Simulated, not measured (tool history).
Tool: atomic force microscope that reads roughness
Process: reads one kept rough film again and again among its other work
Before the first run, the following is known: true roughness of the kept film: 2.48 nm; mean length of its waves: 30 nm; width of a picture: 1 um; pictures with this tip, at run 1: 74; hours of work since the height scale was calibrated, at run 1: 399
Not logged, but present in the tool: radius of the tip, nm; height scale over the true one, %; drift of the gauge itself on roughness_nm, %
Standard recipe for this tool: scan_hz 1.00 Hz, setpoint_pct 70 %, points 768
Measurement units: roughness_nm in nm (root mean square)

run   hour  scan_hz  setpoint_pct  points  pictures with this tip  hours of work since the height scale was calibrated  roughness_nm
  1    0.0     1.00            70     768                      74                                                  399         1.958
  2   16.0     1.00            70     768                     115                                                  410         1.832
      22.9  -- new tip fitted
  3   37.5     1.00            70     768                      37                                                  426         2.041
  4   56.7     1.00            70     768                      85                                                  440         1.872
  5   66.6     1.00            70     768                     110                                                  447         1.818
      75.3  -- new tip fitted
  6   83.1     1.72            70     768                      19                                                  459         2.025
  7   95.3     2.71            70     768                      50                                                  468         1.809
  8  109.6     2.71            70     768                      86                                                  478         1.710
  9  119.6     2.71            70     768                     111                                                  485         1.628
     128.1  -- new tip fitted
 10  141.6     2.71            69     768                      34                                                  501         1.874
 11  162.9     2.71            69     768                      87                                                  517         1.732
 12  173.6     2.71            69     768                     114                                                  524         1.644
     181.2  -- new tip fitted
 13  184.8     3.63            73     415                       9                                                  532         1.776
 14  202.3     3.63            73     415                      53                                                  545         1.654
 15  223.2     3.63            73     415                     106                                                  560         1.508
     233.8  -- new tip fitted
 16  241.0     1.61            70     768                      19                                                  573         2.049
 17  258.9     1.14            70     768                      64                                                  586         1.934
 18  283.3     1.14            70     768                     125                                                  604         1.751
     286.9  -- new tip fitted
 19  303.8     0.63            60     362                      43                                                  618         2.105
 20  324.6     2.97            69     354                      95                                                  634         1.675
     339.3  -- new tip fitted
 21  341.0     3.24            70     266                       4                                                  645         1.898
 22  362.3     2.28            61     734                      58                                                  661         1.929
 23  372.1     2.28            61     272                      83                                                  668         1.810

Hidden state at the last listed run before each entry between runs and at the first one after, where it differs:
From run 2 to run 3: new tip fitted (hour 22.9)
  radius of the tip, nm: 26.1 -> 14.1; height scale over the true one, %: 0.74 -> 0.76
  measured result minus the result with no hidden state, roughness_nm: -0.337 -> -0.130 nm (root mean square)
From run 5 to run 6: new tip fitted (hour 75.3)
  radius of the tip, nm: 27 -> 11; height scale over the true one, %: 0.79 -> 0.81
  measured result minus the result with no hidden state, roughness_nm: -0.350 -> -0.065 nm (root mean square)
From run 9 to run 10: new tip fitted (hour 128.1)
  radius of the tip, nm: 28.4 -> 13.6; height scale over the true one, %: 0.85 -> 0.87
  measured result minus the result with no hidden state, roughness_nm: -0.336 -> -0.107 nm (root mean square)
From run 12 to run 13: new tip fitted (hour 181.2)
  radius of the tip, nm: 28.5 -> 8.7; height scale over the true one, %: 0.9 -> 0.91
  measured result minus the result with no hidden state, roughness_nm: -0.340 -> -0.015 nm (root mean square)
From run 15 to run 16: new tip fitted (hour 233.8)
  radius of the tip, nm: 28 -> 10.6; height scale over the true one, %: 0.95 -> 0.97
  measured result minus the result with no hidden state, roughness_nm: -0.304 -> -0.054 nm (root mean square)
From run 18 to run 19: new tip fitted (hour 286.9)
  radius of the tip, nm: 30.6 -> 14.5; height scale over the true one, %: 1.01 -> 1.03
  measured result minus the result with no hidden state, roughness_nm: -0.397 -> -0.138 nm (root mean square)
From run 20 to run 21: new tip fitted (hour 339.3)
  radius of the tip, nm: 24.7 -> 8.1; height scale over the true one, %: 1.05 -> 1.07
  measured result minus the result with no hidden state, roughness_nm: -0.280 -> -0.001 nm (root mean square)
